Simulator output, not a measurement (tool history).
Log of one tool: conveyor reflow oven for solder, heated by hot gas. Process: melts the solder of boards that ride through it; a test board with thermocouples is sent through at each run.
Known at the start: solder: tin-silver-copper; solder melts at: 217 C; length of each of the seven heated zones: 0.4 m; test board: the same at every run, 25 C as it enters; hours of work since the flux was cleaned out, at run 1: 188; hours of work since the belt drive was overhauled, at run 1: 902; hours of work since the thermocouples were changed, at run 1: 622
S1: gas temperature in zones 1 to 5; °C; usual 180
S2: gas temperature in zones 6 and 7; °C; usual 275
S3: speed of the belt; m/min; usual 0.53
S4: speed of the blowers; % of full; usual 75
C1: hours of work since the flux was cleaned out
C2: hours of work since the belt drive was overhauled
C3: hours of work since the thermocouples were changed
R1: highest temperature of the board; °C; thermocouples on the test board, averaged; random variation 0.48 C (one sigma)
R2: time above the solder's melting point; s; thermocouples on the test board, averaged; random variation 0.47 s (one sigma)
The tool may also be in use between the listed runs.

| run | hour | S1 | S2 | S3 | S4 | C1 | C2 | C3 | R1 | R2 |
|---|---|---|---|---|---|---|---|---|---|---|
| 1 | 0 | 180 | 275 | 0.53 | 75 | 188 | 902 | 622 | 267 | 81.8 |
| 2 | 20.6 | 180 | 275 | 0.53 | 75 | 202 | 916 | 636 | 266.8 | 83.2 |
|  | 29.5 | flux residue cleaned out of gas plates and filters |
| 3 | 51.6 | 180 | 275 | 0.53 | 75 | 15 | 934 | 654 | 267.6 | 84.1 |
| 4 | 100.4 | 180 | 275 | 0.534 | 75 | 49 | 967 | 687 | 267.2 | 82.8 |
| 5 | 131.4 | 180 | 268 | 0.534 | 75 | 70 | 988 | 708 | 261 | 79.5 |
| 6 | 179.4 | 180 | 268 | 0.534 | 75 | 103 | 1021 | 741 | 261.2 | 80.8 |
| 7 | 211 | 180 | 268 | 0.534 | 75 | 124 | 1043 | 763 | 261.7 | 79.2 |
| 8 | 258 | 180 | 268 | 0.534 | 75 | 157 | 1075 | 795 | 261.7 | 79.6 |
| 9 | 286.1 | 180 | 268 | 0.534 | 75 | 176 | 1094 | 814 | 261.4 | 79.5 |
| 10 | 312.6 | 180 | 275 | 0.53 | 71 | 194 | 1113 | 833 | 268.1 | 83.2 |
|  | 320.6 | belt drive overhauled, speed set with a stopwatch |
|  | 338.5 | flux residue cleaned out of gas plates and filters |
| 11 | 369.6 | 180 | 275 | 0.53 | 75 | 21 | 30 | 865 | 268.5 | 81.8 |
| 12 | 409.3 | 180 | 275 | 0.53 | 75 | 49 | 57 | 893 | 268.8 | 81.4 |
| 13 | 432.1 | 180 | 275 | 0.53 | 75 | 64 | 73 | 908 | 268.5 | 82.8 |
| 14 | 480.7 | 180 | 275 | 0.557 | 75 | 97 | 106 | 942 | 266.5 | 78.1 |
| 15 | 513.9 | 180 | 275 | 0.545 | 75 | 120 | 129 | 964 | 267.3 | 80.1 |
| 16 | 557.8 | 180 | 275 | 0.545 | 75 | 150 | 159 | 994 | 267.4 | 78.8 |
| 17 | 600.2 | 180 | 275 | 0.545 | 75 | 179 | 188 | 1023 | 267.2 | 79.5 |
| 18 | 622.4 | 180 | 275 | 0.545 | 75 | 194 | 203 | 1039 | 266.7 | 80.4 |
|  | 644.9 | flux residue cleaned out of gas plates and filters |
| 19 | 673.4 | 179 | 285 | 0.421 | 70 | 20 | 235 | 1070 | 283.1 | 111.7 |
| 20 | 694.2 | 179 | 275 | 0.61 | 75 | 34 | 249 | 1084 | 264.7 | 69.2 |
| 21 | 731.9 | 189 | 275 | 0.477 | 75 | 60 | 275 | 1110 | 271.6 | 98.7 |
| 22 | 753.8 | 189 | 275 | 0.477 | 75 | 75 | 290 | 1125 | 272.8 | 98.2 |
| 23 | 794.8 | 189 | 284 | 0.477 | 62 | 103 | 318 | 1153 | 279.6 | 100.3 |
| 24 | 831.2 | 180 | 275 | 0.527 | 59 | 128 | 343 | 1178 | 267.1 | 82.4 |
| 25 | 866.1 | 180 | 272 | 0.517 | 59 | 151 | 367 | 1202 | 264.3 | 83.3 |
| 26 | 897.7 | 180 | 272 | 0.517 | 59 | 173 | 388 | 1224 | 264.6 | 83.6 |
| 27 | 930.2 | 180 | 272 | 0.517 | 59 | 195 | 411 | 1246 | 265.8 | 82.7 |
|  | 948.1 | flux residue cleaned out of gas plates and filters |
| 28 | 974.6 | 180 | 273 | 0.517 | 82 | 18 | 438 | 1273 | 268.9 | 86.3 |
| 29 | 996.6 | 194 | 280 | 0.517 | 82 | 33 | 453 | 1288 | 277.6 | 94.5 |

Measured less the same run without the tool's hidden state. The same run-to-run variation is in both; the gauge's scatter may not be:
The hidden state here: heat that the gas passes to the board, % of a clean oven's; belt's true speed, % of the reading; true gas temperature in zones 6 and 7 over the reading, C; drift of the gauge itself on peak_c, C; drift of the gauge itself on liquid_s, %.
| run | R1 | R2 |
|---|---|---|
| 1 | +2 | +2.7 |
| 2 | +2.1 | +2.7 |
| 3 | +2.8 | +3.2 |
| 4 | +2.8 | +3.3 |
| 5 | +2.8 | +3.5 |
| 6 | +2.8 | +3.5 |
| 7 | +2.8 | +3.5 |
| 8 | +2.8 | +3.7 |
| 9 | +2.9 | +3.6 |
| 10 | +2.9 | +3.6 |
| 11 | +3.1 | +1.5 |
| 12 | +3.1 | +1.6 |
| 13 | +3.1 | +1.7 |
| 14 | +3 | +1.7 |
| 15 | +3.1 | +1.7 |
| 16 | +3.1 | +1.7 |
| 17 | +3.1 | +1.8 |
| 18 | +3.1 | +1.9 |
| 19 | +4.1 | +2.3 |
| 20 | +3.7 | +2.3 |
| 21 | +4 | +2.4 |
| 22 | +4.1 | +2.4 |
| 23 | +4.1 | +2.4 |
| 24 | +3.9 | +2.8 |
| 25 | +4 | +3 |
| 26 | +4 | +3 |
| 27 | +4.1 | +3.1 |
| 28 | +4.8 | +3.2 |
| 29 | +4.8 | +2.7 |
